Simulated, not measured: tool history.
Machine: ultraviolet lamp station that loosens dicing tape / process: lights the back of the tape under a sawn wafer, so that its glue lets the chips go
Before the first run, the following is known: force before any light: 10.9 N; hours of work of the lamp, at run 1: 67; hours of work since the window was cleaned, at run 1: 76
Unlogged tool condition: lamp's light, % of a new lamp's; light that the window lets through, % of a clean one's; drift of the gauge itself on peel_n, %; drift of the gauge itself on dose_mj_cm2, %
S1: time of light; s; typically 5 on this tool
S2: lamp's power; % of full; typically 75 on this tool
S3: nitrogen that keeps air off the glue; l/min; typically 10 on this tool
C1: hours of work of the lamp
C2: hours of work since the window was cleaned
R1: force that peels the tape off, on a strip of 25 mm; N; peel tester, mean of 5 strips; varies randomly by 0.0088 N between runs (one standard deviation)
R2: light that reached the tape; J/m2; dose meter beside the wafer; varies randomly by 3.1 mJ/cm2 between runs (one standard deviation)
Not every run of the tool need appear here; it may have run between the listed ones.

run	day	S1	S2	S3	C1	C2	R1	R2
1	0.000	5	75	10	67	76	0.411	4500
2	0.392	5	75	10	71	80	0.393	4420
3	0.938	5	75	4	76	85	0.882	4430
4	1.500	5	75	10	82	91	0.421	4470
5	2.121	5	75	10	88	97	0.428	4410
6	2.692	5	75	10	93	103	0.405	4410
7	3.067	5	84	10	97	106	0.346	4880
8	3.388	5	84	10	100	109	0.341	4870
9	3.992	5	84	10	106	115	0.359	4870
# day 4.042: window cleaned of glue's vapour
10	4.600	5	75	10	112	5	0.437	4280
11	5.217	5	75	10	118	12	0.442	4290

Predict the results of run 12:
12	5.671	5	75	10	122	16	?	?

R1: 0.458 N
R2: 4230 J/m2
On a tool with no hidden condition, and with the same random variation, this run would have come out at R1 0.372 N, R2 4770 J/m2.
